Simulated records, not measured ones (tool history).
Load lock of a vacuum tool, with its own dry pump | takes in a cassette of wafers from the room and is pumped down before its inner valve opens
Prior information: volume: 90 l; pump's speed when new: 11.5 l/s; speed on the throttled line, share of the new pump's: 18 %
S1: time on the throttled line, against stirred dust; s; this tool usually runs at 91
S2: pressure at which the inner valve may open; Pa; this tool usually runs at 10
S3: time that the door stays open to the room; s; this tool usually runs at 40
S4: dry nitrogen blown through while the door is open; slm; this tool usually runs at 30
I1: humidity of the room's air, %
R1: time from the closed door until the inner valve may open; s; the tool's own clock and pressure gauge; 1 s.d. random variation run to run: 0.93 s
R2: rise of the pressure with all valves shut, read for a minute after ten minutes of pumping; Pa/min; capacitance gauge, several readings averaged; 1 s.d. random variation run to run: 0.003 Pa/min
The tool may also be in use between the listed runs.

run	hour	S1	S2	S3	S4	I1	R1	R2
1	0	91	10	40	30	40.3	153.5	0.114
2	190.9	60	10	40	30	42.7	127.3	0.119
3	354	91	10	40	30	46.8	153.4	0.129
4	686.3	91	10	40	30	42.3	153.1	0.139
5	891.3	91	10	40	30	44.9	154.6	0.148
6	1074.8	91	10	40	6	48.6	153.8	0.164
7	1337.1	91	10	40	30	47.3	153.8	0.164
8	1548.1	91	10	84	30	44.4	155.5	0.188
9	1893.8	91	10	40	30	43.2	155.6	0.198
10	2208.4	91	10	40	30	45.4	153.7	0.218
11	2438.6	91	10	40	30	44.8	155.7	0.229
12	2681.7	91	10	40	30	44.7	155.9	0.239
13	2885.5	91	10	40	30	44.4	156.7	0.249
14	3224.1	91	10	40	9	48.4	156.2	0.277
15	3365.8	91	10	40	9	45.2	155.4	0.276
16	3629.5	91	10	40	9	38.6	157.2	0.302
17	3932.7	91	10	40	30	43.6	156.9	0.318
18	4195.8	91	10	40	30	47.8	157	0.324
19	4394.7	91	10	86	30	45.9	161.2	0.339
20	4732.8	81	10	43	30	47.8	152.8	0.359
# hour 4948.2: door's seal changed, seat wiped
21	5025.5	81	10	43	30	51	151.3	0.011
22	5210.7	81	10	43	30	43.1	150.7	0.013
23	5562.1	81	10	43	33	45.6	152.5	0.014
24	5806	177	10	230	4	48.1	227	0.077
25	6076.5	91	10	36	30	44.1	160.3	0.022
26	6408.8	137	16	40	30	42.1	189.3	0.027
27	6700.4	91	17	25	30	44	157.6	0.038
28	6986.9	91	17	29	30	44.3	157.5	0.048
29	7328.2	69	18	211	10	45.5	140.1	0.086
30	7629.3	91	10	40	5	48.1	162.5	0.066
31	7906.1	91	10	40	5	43.3	165.9	0.076
32	8217.8	123	9	126	36	48.1	188.9	0.081
33	8408.1	123	7	87	9	43.2	192.7	0.101
# hour 8477.9: dry pump taken out, an overhauled one fitted
34	8609	152	10	38	39	44.5	195	0.089
35	8940.9	91	10	40	10	44.9	147.8	0.102
36	9163.7	117	12	40	8	46.3	169.6	0.108
37	9424.1	141	12	117	19	44.6	188.5	0.127
38	9630.2	87	18	80	4	45.4	139.9	0.143

Consider 3 possible next runs. They are alternatives, not a sequence: every one starts from the tool as it was left by run 38. What does each give?
A	9829.3	91	10	167	11	45.3	?	?
B	9829.3	113	8	40	25	44.6	?	?
C	9829.3	87	8	80	27	41.9	?	?

run	R1	R2
A	148.7	0.151
B	168.7	0.132
C	147.8	0.127
With the hidden condition removed and each run's random variation left untouched, the same runs would have given:
run	R1	R2
A	147.4	0.035
B	167.4	0.015
C	146.4	0.011
